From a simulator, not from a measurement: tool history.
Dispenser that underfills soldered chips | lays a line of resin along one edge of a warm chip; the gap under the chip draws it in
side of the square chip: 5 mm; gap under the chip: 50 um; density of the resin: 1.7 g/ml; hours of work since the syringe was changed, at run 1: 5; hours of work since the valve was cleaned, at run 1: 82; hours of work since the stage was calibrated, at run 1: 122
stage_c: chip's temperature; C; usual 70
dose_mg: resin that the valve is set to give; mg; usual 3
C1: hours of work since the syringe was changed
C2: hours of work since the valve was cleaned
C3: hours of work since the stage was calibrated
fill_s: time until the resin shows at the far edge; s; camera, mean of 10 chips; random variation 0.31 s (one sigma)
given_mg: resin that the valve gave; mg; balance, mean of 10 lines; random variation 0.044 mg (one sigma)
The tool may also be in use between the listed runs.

{"run": 1, "hour": 0.0, "stage_c": 70, "dose_mg": 3, "C1": 5, "C2": 82, "C3": 122, "fill_s": 9.6, "given_mg": 2.81}
{"run": 2, "hour": 2.5, "stage_c": 70, "dose_mg": 3, "C1": 7, "C2": 84, "C3": 124, "fill_s": 10.2, "given_mg": 2.86}
{"hour": 3.2, "done": "new syringe of resin"}
{"run": 3, "hour": 6.6, "stage_c": 70, "dose_mg": 3, "C1": 2, "C2": 86, "C3": 127, "fill_s": 8, "given_mg": 2.79}
{"run": 4, "hour": 11.2, "stage_c": 70, "dose_mg": 2.98, "C1": 6, "C2": 90, "C3": 130, "fill_s": 10.4, "given_mg": 2.77}
{"hour": 13.9, "done": "new syringe of resin"}
{"run": 5, "hour": 13.9, "stage_c": 70, "dose_mg": 2.98, "C1": 0, "C2": 91, "C3": 132, "fill_s": 6.3, "given_mg": 2.71}
{"run": 6, "hour": 17.5, "stage_c": 62, "dose_mg": 2.98, "C1": 3, "C2": 94, "C3": 134, "fill_s": 12.3, "given_mg": 2.75}
{"run": 7, "hour": 22.1, "stage_c": 70, "dose_mg": 2.9, "C1": 6, "C2": 97, "C3": 137, "fill_s": 10.1, "given_mg": 2.69}
{"hour": 24.4, "done": "new syringe of resin"}
{"run": 8, "hour": 25.5, "stage_c": 70, "dose_mg": 2.9, "C1": 1, "C2": 99, "C3": 140, "fill_s": 7.4, "given_mg": 2.64}
{"run": 9, "hour": 30.4, "stage_c": 70, "dose_mg": 2.9, "C1": 4, "C2": 103, "C3": 143, "fill_s": 9, "given_mg": 2.6}
{"run": 10, "hour": 32.8, "stage_c": 70, "dose_mg": 2.9, "C1": 6, "C2": 104, "C3": 145, "fill_s": 9.7, "given_mg": 2.6}
{"hour": 35.0, "done": "new syringe of resin"}
{"run": 11, "hour": 38.0, "stage_c": 82, "dose_mg": 3, "C1": 2, "C2": 108, "C3": 148, "fill_s": 4.2, "given_mg": 2.7}
{"run": 12, "hour": 41.3, "stage_c": 70, "dose_mg": 3.12, "C1": 4, "C2": 110, "C3": 150, "fill_s": 8.2, "given_mg": 2.87}
{"run": 13, "hour": 43.9, "stage_c": 70, "dose_mg": 3.12, "C1": 6, "C2": 112, "C3": 152, "fill_s": 9.9, "given_mg": 2.76}
{"hour": 45.4, "done": "new syringe of resin"}
{"run": 14, "hour": 46.6, "stage_c": 70, "dose_mg": 3, "C1": 1, "C2": 114, "C3": 154, "fill_s": 6.9, "given_mg": 2.7}
{"run": 15, "hour": 51.0, "stage_c": 70, "dose_mg": 3, "C1": 4, "C2": 117, "C3": 157, "fill_s": 8.5, "given_mg": 2.66}
{"run": 16, "hour": 54.0, "stage_c": 70, "dose_mg": 3, "C1": 6, "C2": 119, "C3": 159, "fill_s": 9.8, "given_mg": 2.63}
{"hour": 56.0, "done": "new syringe of resin"}
{"run": 17, "hour": 57.6, "stage_c": 70, "dose_mg": 3, "C1": 1, "C2": 121, "C3": 161, "fill_s": 7.6, "given_mg": 2.64}
{"run": 18, "hour": 60.3, "stage_c": 70, "dose_mg": 3, "C1": 3, "C2": 123, "C3": 163, "fill_s": 8.9, "given_mg": 2.66}
{"run": 19, "hour": 64.6, "stage_c": 64, "dose_mg": 3.8, "C1": 6, "C2": 126, "C3": 166, "fill_s": 13.2, "given_mg": 3.31}
{"hour": 66.7, "done": "new syringe of resin"}
{"run": 20, "hour": 68.1, "stage_c": 64, "dose_mg": 3.8, "C1": 1, "C2": 128, "C3": 169, "fill_s": 9.4, "given_mg": 3.34}
{"hour": 70.5, "done": "dispensing valve cleaned and set on the balance"}
{"run": 21, "hour": 72.6, "stage_c": 73, "dose_mg": 3.23, "C1": 3, "C2": 1, "C3": 171, "fill_s": 7.7, "given_mg": 3.23}
{"run": 22, "hour": 74.9, "stage_c": 73, "dose_mg": 3.23, "C1": 5, "C2": 3, "C3": 173, "fill_s": 8.1, "given_mg": 3.27}
{"hour": 78.1, "done": "new syringe of resin"}
{"run": 23, "hour": 78.9, "stage_c": 65, "dose_mg": 2.67, "C1": 1, "C2": 6, "C3": 175, "fill_s": 8.9, "given_mg": 2.58}
{"run": 24, "hour": 81.7, "stage_c": 70, "dose_mg": 3.02, "C1": 2, "C2": 8, "C3": 177, "fill_s": 7.6, "given_mg": 3.03}
{"run": 25, "hour": 86.1, "stage_c": 77, "dose_mg": 3.1, "C1": 6, "C2": 11, "C3": 180, "fill_s": 7.1, "given_mg": 3.05}
{"hour": 88.6, "done": "new syringe of resin"}
{"run": 26, "hour": 89.4, "stage_c": 71, "dose_mg": 2.63, "C1": 1, "C2": 13, "C3": 183, "fill_s": 6.1, "given_mg": 2.53}
{"run": 27, "hour": 92.8, "stage_c": 71, "dose_mg": 2.5, "C1": 3, "C2": 15, "C3": 185, "fill_s": 8.3, "given_mg": 2.42}
{"run": 28, "hour": 97.3, "stage_c": 67, "dose_mg": 3.24, "C1": 6, "C2": 18, "C3": 188, "fill_s": 10.7, "given_mg": 3.18}
{"hour": 99.1, "done": "new syringe of resin"}
{"run": 29, "hour": 102.2, "stage_c": 67, "dose_mg": 3.24, "C1": 2, "C2": 22, "C3": 191, "fill_s": 8.9, "given_mg": 3.17}
{"run": 30, "hour": 105.5, "stage_c": 67, "dose_mg": 3.24, "C1": 5, "C2": 24, "C3": 194, "fill_s": 9.5, "given_mg": 3.11}
{"run": 31, "hour": 108.0, "stage_c": 67, "dose_mg": 3.24, "C1": 6, "C2": 26, "C3": 195, "fill_s": 11, "given_mg": 3.11}
{"hour": 109.6, "done": "new syringe of resin"}
{"run": 32, "hour": 110.5, "stage_c": 74, "dose_mg": 3.44, "C1": 1, "C2": 27, "C3": 197, "fill_s": 5.7, "given_mg": 3.29}
{"run": 33, "hour": 113.9, "stage_c": 63, "dose_mg": 3.21, "C1": 3, "C2": 30, "C3": 199, "fill_s": 10.6, "given_mg": 3.2}
{"run": 34, "hour": 117.2, "stage_c": 60, "dose_mg": 2.84, "C1": 5, "C2": 32, "C3": 202, "fill_s": 15.5, "given_mg": 2.81}
{"hour": 120.2, "done": "new syringe of resin"}
{"run": 35, "hour": 120.6, "stage_c": 60, "dose_mg": 2.84, "C1": 0, "C2": 34, "C3": 204, "fill_s": 11.2, "given_mg": 2.77}
{"run": 36, "hour": 124.5, "stage_c": 66, "dose_mg": 3.29, "C1": 3, "C2": 37, "C3": 207, "fill_s": 9.9, "given_mg": 3.23}

4 ways to go on from here, each from the tool as it stands after run 36. What would each give?
{"run": "A", "hour": 128.8, "stage_c": 77, "dose_mg": 3.43, "C1": 6, "C2": 40, "C3": 210, "fill_s": "?", "given_mg": "?"}
{"run": "B", "hour": 128.8, "stage_c": 58, "dose_mg": 2.65, "C1": 6, "C2": 40, "C3": 210, "fill_s": "?", "given_mg": "?"}
{"run": "C", "hour": 128.8, "stage_c": 64, "dose_mg": 2.89, "C1": 6, "C2": 40, "C3": 210, "fill_s": "?", "given_mg": "?"}
{"run": "D", "hour": 128.8, "stage_c": 56, "dose_mg": 2.8, "C1": 6, "C2": 40, "C3": 210, "fill_s": "?", "given_mg": "?"}

run=A fill_s=7.1 given_mg=3.32
run=B fill_s=18 given_mg=2.55
run=C fill_s=13.2 given_mg=2.79
run=D fill_s=19.7 given_mg=2.73
Without the tool's hidden state the same runs would have given:
run=A fill_s=5 given_mg=3.43
run=B fill_s=12.2 given_mg=2.64
run=C fill_s=9.1 given_mg=2.89
run=D fill_s=13.7 given_mg=2.82

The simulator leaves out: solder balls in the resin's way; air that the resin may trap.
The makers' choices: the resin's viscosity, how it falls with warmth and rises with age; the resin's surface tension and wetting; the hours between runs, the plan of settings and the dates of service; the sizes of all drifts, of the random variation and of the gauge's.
